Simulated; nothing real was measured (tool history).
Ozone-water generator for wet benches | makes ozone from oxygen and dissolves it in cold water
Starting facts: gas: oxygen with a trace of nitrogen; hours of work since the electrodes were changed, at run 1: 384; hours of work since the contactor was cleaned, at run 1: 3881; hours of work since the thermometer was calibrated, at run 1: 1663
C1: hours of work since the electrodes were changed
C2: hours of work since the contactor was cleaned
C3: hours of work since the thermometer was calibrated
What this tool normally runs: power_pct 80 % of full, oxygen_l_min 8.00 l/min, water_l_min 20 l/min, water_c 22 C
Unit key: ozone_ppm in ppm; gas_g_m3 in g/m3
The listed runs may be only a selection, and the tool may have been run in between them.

run 1 day=0.000 | power_pct=80 oxygen_l_min=8.00 water_l_min=20 water_c=22 | C1=384 C2=3881 C3=1663 | ozone_ppm=23.2 gas_g_m3=183.9
run 2 day=1.208 | power_pct=80 oxygen_l_min=7.80 water_l_min=20 water_c=22 | C1=410 C2=3908 C3=1690 | ozone_ppm=23.1 gas_g_m3=187.1
run 3 day=1.838 | power_pct=80 oxygen_l_min=7.80 water_l_min=20 water_c=22 | C1=424 C2=3922 C3=1704 | ozone_ppm=23.4 gas_g_m3=185.3
run 4 day=3.171 | power_pct=80 oxygen_l_min=8.00 water_l_min=20 water_c=22 | C1=453 C2=3951 C3=1733 | ozone_ppm=23.0 gas_g_m3=184.1
run 5 day=4.429 | power_pct=80 oxygen_l_min=8.00 water_l_min=20 water_c=22 | C1=481 C2=3979 C3=1761 | ozone_ppm=23.3 gas_g_m3=183.3
run 6 day=5.708 | power_pct=80 oxygen_l_min=8.00 water_l_min=20 water_c=22 | C1=509 C2=4007 C3=1789 | ozone_ppm=23.2 gas_g_m3=184.0
run 7 day=6.658 | power_pct=80 oxygen_l_min=8.00 water_l_min=20 water_c=22 | C1=530 C2=4028 C3=1810 | ozone_ppm=23.3 gas_g_m3=181.3
run 8 day=7.779 | power_pct=80 oxygen_l_min=8.00 water_l_min=20 water_c=21 | C1=555 C2=4053 C3=1835 | ozone_ppm=23.8 gas_g_m3=182.1
-- day=8.842 contactor cleaned
run 9 day=9.208 | power_pct=80 oxygen_l_min=8.00 water_l_min=13 water_c=21 | C1=583 C2=8 C3=1863 | ozone_ppm=31.7 gas_g_m3=180.1
run 10 day=9.842 | power_pct=80 oxygen_l_min=8.00 water_l_min=13 water_c=21 | C1=597 C2=22 C3=1877 | ozone_ppm=31.5 gas_g_m3=180.7
run 11 day=11.017 | power_pct=46 oxygen_l_min=8.00 water_l_min=20 water_c=22 | C1=623 C2=48 C3=1902 | ozone_ppm=16.5 gas_g_m3=128.3
run 12 day=12.050 | power_pct=46 oxygen_l_min=8.00 water_l_min=20 water_c=22 | C1=646 C2=71 C3=1925 | ozone_ppm=16.2 gas_g_m3=126.5
run 13 day=13.304 | power_pct=46 oxygen_l_min=8.00 water_l_min=20 water_c=29 | C1=673 C2=98 C3=1953 | ozone_ppm=14.2 gas_g_m3=127.1
run 14 day=13.983 | power_pct=46 oxygen_l_min=8.00 water_l_min=20 water_c=29 | C1=688 C2=113 C3=1968 | ozone_ppm=14.2 gas_g_m3=125.7
run 15 day=15.162 | power_pct=80 oxygen_l_min=5.13 water_l_min=20 water_c=29 | C1=714 C2=139 C3=1994 | ozone_ppm=20.7 gas_g_m3=223.2
run 16 day=15.954 | power_pct=80 oxygen_l_min=5.08 water_l_min=20 water_c=22 | C1=732 C2=157 C3=2011 | ozone_ppm=23.3 gas_g_m3=221.3
run 17 day=16.929 | power_pct=80 oxygen_l_min=11.70 water_l_min=17 water_c=22 | C1=753 C2=178 C3=2033 | ozone_ppm=24.5 gas_g_m3=150.2
run 18 day=17.950 | power_pct=80 oxygen_l_min=11.70 water_l_min=13 water_c=22 | C1=776 C2=201 C3=2055 | ozone_ppm=28.3 gas_g_m3=149.3
-- day=18.067 gauge calibrated
run 19 day=18.704 | power_pct=80 oxygen_l_min=11.70 water_l_min=13 water_c=22 | C1=792 C2=217 C3=2072 | ozone_ppm=28.2 gas_g_m3=154.8
run 20 day=19.904 | power_pct=62 oxygen_l_min=10.58 water_l_min=20 water_c=15 | C1=819 C2=244 C3=2098 | ozone_ppm=22.2 gas_g_m3=137.6
run 21 day=21.012 | power_pct=62 oxygen_l_min=4.44 water_l_min=28 water_c=16 | C1=843 C2=268 C3=2123 | ozone_ppm=14.9 gas_g_m3=206.0
run 22 day=21.629 | power_pct=80 oxygen_l_min=8.00 water_l_min=21 water_c=24 | C1=857 C2=282 C3=2136 | ozone_ppm=21.4 gas_g_m3=182.7
run 23 day=22.954 | power_pct=80 oxygen_l_min=10.60 water_l_min=29 water_c=24 | C1=886 C2=311 C3=2166 | ozone_ppm=16.1 gas_g_m3=162.3
run 24 day=23.900 | power_pct=47 oxygen_l_min=7.08 water_l_min=25 water_c=17 | C1=907 C2=332 C3=2186 | ozone_ppm=14.8 gas_g_m3=138.8

3 ways to go on from here, each from the tool as it stands after run 24. What would each give?
run A day=24.592 | power_pct=73 oxygen_l_min=8.00 water_l_min=17 water_c=22 | C1=922 C2=347 C3=2202 | ozone_ppm=? gas_g_m3=?
run B day=24.592 | power_pct=47 oxygen_l_min=5.22 water_l_min=25 water_c=29 | C1=922 C2=347 C3=2202 | ozone_ppm=? gas_g_m3=?
run C day=24.592 | power_pct=80 oxygen_l_min=8.00 water_l_min=23 water_c=22 | C1=922 C2=347 C3=2202 | ozone_ppm=? gas_g_m3=?

run=A ozone_ppm=24.5 gas_g_m3=171.1
run=B ozone_ppm=12.2 gas_g_m3=158.5
run=C ozone_ppm=20.9 gas_g_m3=184.3
Without the tool's hidden state the same runs would have given:
run=A ozone_ppm=24.5 gas_g_m3=173.0
run=B ozone_ppm=12.2 gas_g_m3=160.2
run=C ozone_ppm=20.9 gas_g_m3=186.3
